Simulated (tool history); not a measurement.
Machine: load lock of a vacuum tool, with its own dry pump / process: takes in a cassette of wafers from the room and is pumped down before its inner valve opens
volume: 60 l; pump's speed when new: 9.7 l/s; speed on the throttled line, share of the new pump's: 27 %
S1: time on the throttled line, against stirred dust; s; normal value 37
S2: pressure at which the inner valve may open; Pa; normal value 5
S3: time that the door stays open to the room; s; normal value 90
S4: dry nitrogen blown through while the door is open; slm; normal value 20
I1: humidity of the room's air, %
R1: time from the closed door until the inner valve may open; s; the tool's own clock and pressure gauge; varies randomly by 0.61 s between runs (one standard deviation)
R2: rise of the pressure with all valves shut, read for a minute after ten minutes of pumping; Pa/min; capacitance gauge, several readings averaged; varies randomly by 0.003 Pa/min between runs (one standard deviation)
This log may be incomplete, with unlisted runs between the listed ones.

{"run": 1, "hour": 0.0, "S1": 37, "S2": 5, "S3": 90, "S4": 20, "I1": 45.7, "R1": 88.3, "R2": 0.017}
{"run": 2, "hour": 125.6, "S1": 37, "S2": 5, "S3": 90, "S4": 8, "I1": 40.6, "R1": 90.0, "R2": 0.021}
{"run": 3, "hour": 208.3, "S1": 34, "S2": 5, "S3": 90, "S4": 8, "I1": 44.8, "R1": 87.0, "R2": 0.034}
{"run": 4, "hour": 279.8, "S1": 37, "S2": 5, "S3": 90, "S4": 20, "I1": 46.4, "R1": 89.3, "R2": 0.018}
{"run": 5, "hour": 352.5, "S1": 37, "S2": 5, "S3": 90, "S4": 20, "I1": 41.2, "R1": 89.3, "R2": 0.015}
{"run": 6, "hour": 405.1, "S1": 37, "S2": 5, "S3": 90, "S4": 20, "I1": 47.2, "R1": 89.7, "R2": 0.015}
{"run": 7, "hour": 471.2, "S1": 37, "S2": 5, "S3": 90, "S4": 20, "I1": 45.1, "R1": 89.5, "R2": 0.017}
{"run": 8, "hour": 534.3, "S1": 32, "S2": 5, "S3": 90, "S4": 20, "I1": 44.4, "R1": 85.8, "R2": 0.017}
{"run": 9, "hour": 616.7, "S1": 32, "S2": 5, "S3": 90, "S4": 20, "I1": 43.3, "R1": 86.4, "R2": 0.018}
{"run": 10, "hour": 744.5, "S1": 23, "S2": 5, "S3": 90, "S4": 20, "I1": 48.0, "R1": 79.5, "R2": 0.018}
{"run": 11, "hour": 800.1, "S1": 37, "S2": 8, "S3": 90, "S4": 20, "I1": 45.1, "R1": 85.7, "R2": 0.019}
{"run": 12, "hour": 917.4, "S1": 37, "S2": 7, "S3": 90, "S4": 20, "I1": 47.7, "R1": 87.0, "R2": 0.019}
{"run": 13, "hour": 984.8, "S1": 37, "S2": 8, "S3": 90, "S4": 20, "I1": 44.3, "R1": 86.0, "R2": 0.017}
{"run": 14, "hour": 1078.1, "S1": 37, "S2": 8, "S3": 90, "S4": 20, "I1": 41.3, "R1": 85.9, "R2": 0.025}
{"run": 15, "hour": 1163.6, "S1": 37, "S2": 8, "S3": 90, "S4": 20, "I1": 46.0, "R1": 85.7, "R2": 0.018}
{"run": 16, "hour": 1256.1, "S1": 37, "S2": 5, "S3": 90, "S4": 20, "I1": 45.4, "R1": 89.6, "R2": 0.017}
{"run": 17, "hour": 1350.5, "S1": 37, "S2": 5, "S3": 90, "S4": 21, "I1": 43.1, "R1": 88.5, "R2": 0.017}
{"run": 18, "hour": 1472.0, "S1": 37, "S2": 5, "S3": 90, "S4": 21, "I1": 46.3, "R1": 89.6, "R2": 0.018}
{"run": 19, "hour": 1586.7, "S1": 37, "S2": 5, "S3": 90, "S4": 21, "I1": 45.3, "R1": 88.7, "R2": 0.018}
{"run": 20, "hour": 1665.2, "S1": 37, "S2": 5, "S3": 90, "S4": 21, "I1": 49.5, "R1": 90.0, "R2": 0.023}
{"run": 21, "hour": 1776.2, "S1": 37, "S2": 9, "S3": 107, "S4": 11, "I1": 44.7, "R1": 84.9, "R2": 0.02}
{"run": 22, "hour": 1902.5, "S1": 33, "S2": 10, "S3": 107, "S4": 12, "I1": 45.0, "R1": 81.4, "R2": 0.026}
{"run": 23, "hour": 2012.6, "S1": 26, "S2": 5, "S3": 55, "S4": 12, "I1": 44.5, "R1": 81.7, "R2": 0.023}
{"run": 24, "hour": 2120.4, "S1": 26, "S2": 5, "S3": 55, "S4": 12, "I1": 47.4, "R1": 81.7, "R2": 0.015}
{"run": 25, "hour": 2221.9, "S1": 37, "S2": 7, "S3": 90, "S4": 20, "I1": 49.0, "R1": 87.6, "R2": 0.022}
{"run": 26, "hour": 2340.0, "S1": 37, "S2": 7, "S3": 90, "S4": 20, "I1": 46.6, "R1": 87.1, "R2": 0.013}
{"run": 27, "hour": 2412.1, "S1": 33, "S2": 5, "S3": 90, "S4": 18, "I1": 47.0, "R1": 86.5, "R2": 0.016}

Predict the results of run 28:
{"run": 28, "hour": 2524.1, "S1": 33, "S2": 5, "S3": 90, "S4": 24, "I1": 45.1, "R1": "?", "R2": "?"}

Logged for run 28: R1 86.6 s, R2 0.019 Pa/min.
On a tool with no hidden condition, and with the same random variation, this run would have come out at R1 86.6 s, R2 0.018 Pa/min.
